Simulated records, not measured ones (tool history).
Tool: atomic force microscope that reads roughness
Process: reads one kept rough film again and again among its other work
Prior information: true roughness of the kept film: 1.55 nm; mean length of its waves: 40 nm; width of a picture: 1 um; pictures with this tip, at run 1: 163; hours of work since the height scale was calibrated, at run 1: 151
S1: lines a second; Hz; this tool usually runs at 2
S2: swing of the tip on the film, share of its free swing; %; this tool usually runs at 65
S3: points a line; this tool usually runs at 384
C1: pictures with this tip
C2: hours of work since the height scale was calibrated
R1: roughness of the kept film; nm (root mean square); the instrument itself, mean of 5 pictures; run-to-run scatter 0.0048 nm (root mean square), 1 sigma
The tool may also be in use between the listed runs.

{"run": 1, "hour": 0.0, "S1": 2, "S2": 65, "S3": 384, "C1": 163, "C2": 151, "R1": 1.411}
{"run": 2, "hour": 8.4, "S1": 3.67, "S2": 65, "S3": 384, "C1": 169, "C2": 155, "R1": 1.357}
{"run": 3, "hour": 13.7, "S1": 2, "S2": 65, "S3": 384, "C1": 173, "C2": 157, "R1": 1.411}
{"run": 4, "hour": 21.1, "S1": 2, "S2": 65, "S3": 384, "C1": 179, "C2": 160, "R1": 1.416}
{"run": 5, "hour": 29.5, "S1": 2, "S2": 65, "S3": 384, "C1": 185, "C2": 164, "R1": 1.394}
{"run": 6, "hour": 35.4, "S1": 0.82, "S2": 65, "S3": 384, "C1": 190, "C2": 167, "R1": 1.442}
{"run": 7, "hour": 39.9, "S1": 0.82, "S2": 65, "S3": 384, "C1": 193, "C2": 169, "R1": 1.441}
{"run": 8, "hour": 45.3, "S1": 0.82, "S2": 65, "S3": 384, "C1": 197, "C2": 171, "R1": 1.44}
{"run": 9, "hour": 52.2, "S1": 0.82, "S2": 65, "S3": 384, "C1": 202, "C2": 175, "R1": 1.44}
{"run": 10, "hour": 57.6, "S1": 0.82, "S2": 65, "S3": 384, "C1": 206, "C2": 177, "R1": 1.431}
{"run": 11, "hour": 63.6, "S1": 0.82, "S2": 65, "S3": 384, "C1": 211, "C2": 180, "R1": 1.436}
{"run": 12, "hour": 68.4, "S1": 0.82, "S2": 65, "S3": 384, "C1": 214, "C2": 182, "R1": 1.439}
{"run": 13, "hour": 74.0, "S1": 0.82, "S2": 65, "S3": 384, "C1": 218, "C2": 185, "R1": 1.44}
{"run": 14, "hour": 81.8, "S1": 0.82, "S2": 65, "S3": 377, "C1": 224, "C2": 188, "R1": 1.433}
{"run": 15, "hour": 91.0, "S1": 2, "S2": 65, "S3": 835, "C1": 231, "C2": 192, "R1": 1.396}
{"run": 16, "hour": 96.0, "S1": 3.67, "S2": 65, "S3": 384, "C1": 235, "C2": 195, "R1": 1.344}
{"run": 17, "hour": 103.5, "S1": 2, "S2": 65, "S3": 825, "C1": 240, "C2": 198, "R1": 1.405}
{"run": 18, "hour": 107.8, "S1": 2, "S2": 65, "S3": 825, "C1": 244, "C2": 200, "R1": 1.403}
{"run": 19, "hour": 114.3, "S1": 2, "S2": 65, "S3": 825, "C1": 248, "C2": 203, "R1": 1.388}
{"run": 20, "hour": 123.4, "S1": 2, "S2": 65, "S3": 825, "C1": 255, "C2": 207, "R1": 1.391}
{"run": 21, "hour": 127.4, "S1": 2, "S2": 65, "S3": 825, "C1": 258, "C2": 209, "R1": 1.398}
{"run": 22, "hour": 132.7, "S1": 2, "S2": 65, "S3": 825, "C1": 262, "C2": 211, "R1": 1.4}
{"run": 23, "hour": 138.5, "S1": 2, "S2": 56, "S3": 825, "C1": 266, "C2": 214, "R1": 1.421}
{"run": 24, "hour": 143.7, "S1": 2, "S2": 56, "S3": 825, "C1": 270, "C2": 216, "R1": 1.424}
{"run": 25, "hour": 148.0, "S1": 2, "S2": 56, "S3": 825, "C1": 274, "C2": 218, "R1": 1.413}
{"run": 26, "hour": 156.3, "S1": 2, "S2": 56, "S3": 825, "C1": 280, "C2": 222, "R1": 1.416}
{"run": 27, "hour": 160.5, "S1": 2, "S2": 56, "S3": 825, "C1": 283, "C2": 224, "R1": 1.422}
{"run": 28, "hour": 169.0, "S1": 0.63, "S2": 56, "S3": 686, "C1": 289, "C2": 228, "R1": 1.441}
{"run": 29, "hour": 174.9, "S1": 0.89, "S2": 68, "S3": 767, "C1": 294, "C2": 231, "R1": 1.415}
{"run": 30, "hour": 180.0, "S1": 0.59, "S2": 78, "S3": 384, "C1": 297, "C2": 233, "R1": 1.402}
{"run": 31, "hour": 184.9, "S1": 1.97, "S2": 61, "S3": 675, "C1": 301, "C2": 235, "R1": 1.407}
{"run": 32, "hour": 191.8, "S1": 1.97, "S2": 61, "S3": 455, "C1": 306, "C2": 238, "R1": 1.399}
{"run": 33, "hour": 200.7, "S1": 1.04, "S2": 65, "S3": 455, "C1": 313, "C2": 243, "R1": 1.417}
{"run": 34, "hour": 210.0, "S1": 0.64, "S2": 65, "S3": 348, "C1": 320, "C2": 247, "R1": 1.426}
{"run": 35, "hour": 214.0, "S1": 2.04, "S2": 63, "S3": 259, "C1": 323, "C2": 249, "R1": 1.379}
{"run": 36, "hour": 223.1, "S1": 2, "S2": 73, "S3": 841, "C1": 330, "C2": 253, "R1": 1.35}
{"run": 37, "hour": 230.6, "S1": 2.07, "S2": 65, "S3": 384, "C1": 335, "C2": 256, "R1": 1.374}
{"run": 38, "hour": 239.6, "S1": 2, "S2": 81, "S3": 384, "C1": 342, "C2": 260, "R1": 1.291}
{"run": 39, "hour": 248.8, "S1": 2, "S2": 81, "S3": 384, "C1": 349, "C2": 265, "R1": 1.291}
{"run": 40, "hour": 254.9, "S1": 2, "S2": 82, "S3": 259, "C1": 353, "C2": 267, "R1": 1.271}
{"run": 41, "hour": 262.5, "S1": 1.24, "S2": 65, "S3": 384, "C1": 359, "C2": 271, "R1": 1.384}
{"run": 42, "hour": 268.2, "S1": 1.24, "S2": 65, "S3": 384, "C1": 363, "C2": 273, "R1": 1.396}
{"run": 43, "hour": 272.3, "S1": 1.24, "S2": 65, "S3": 384, "C1": 366, "C2": 275, "R1": 1.395}
{"run": 44, "hour": 277.1, "S1": 2, "S2": 66, "S3": 384, "C1": 370, "C2": 277, "R1": 1.367}
{"hour": 282.7, "done": "new tip fitted"}
{"run": 45, "hour": 285.4, "S1": 0.9, "S2": 89, "S3": 484, "C1": 2, "C2": 281, "R1": 1.403}
{"run": 46, "hour": 294.4, "S1": 0.9, "S2": 76, "S3": 387, "C1": 8, "C2": 285, "R1": 1.458}
{"run": 47, "hour": 302.3, "S1": 2.5, "S2": 78, "S3": 607, "C1": 14, "C2": 289, "R1": 1.359}
{"run": 48, "hour": 308.9, "S1": 0.54, "S2": 65, "S3": 384, "C1": 19, "C2": 292, "R1": 1.485}
{"run": 49, "hour": 317.3, "S1": 0.86, "S2": 65, "S3": 392, "C1": 25, "C2": 296, "R1": 1.482}
{"run": 50, "hour": 321.9, "S1": 0.86, "S2": 65, "S3": 392, "C1": 29, "C2": 298, "R1": 1.476}
{"run": 51, "hour": 327.2, "S1": 0.8, "S2": 60, "S3": 841, "C1": 33, "C2": 300, "R1": 1.485}
{"run": 52, "hour": 333.6, "S1": 0.8, "S2": 60, "S3": 841, "C1": 38, "C2": 303, "R1": 1.487}
{"run": 53, "hour": 339.3, "S1": 0.8, "S2": 60, "S3": 841, "C1": 42, "C2": 306, "R1": 1.486}

4 options for the next run, each taken on its own from the tool as it stands now. Forecast them:
{"run": "A", "hour": 348.4, "S1": 1.43, "S2": 60, "S3": 285, "C1": 49, "C2": 310, "R1": "?"}
{"run": "B", "hour": 348.4, "S1": 0.52, "S2": 83, "S3": 974, "C1": 49, "C2": 310, "R1": "?"}
{"run": "C", "hour": 348.4, "S1": 1.81, "S2": 84, "S3": 320, "C1": 49, "C2": 310, "R1": "?"}
{"run": "D", "hour": 348.4, "S1": 1.59, "S2": 86, "S3": 746, "C1": 49, "C2": 310, "R1": "?"}

run=A R1=1.458
run=B R1=1.461
run=C R1=1.346
run=D R1=1.354
What these runs would have given with no unlogged condition in the tool:
run=A R1=1.472
run=B R1=1.476
run=C R1=1.359
run=D R1=1.368
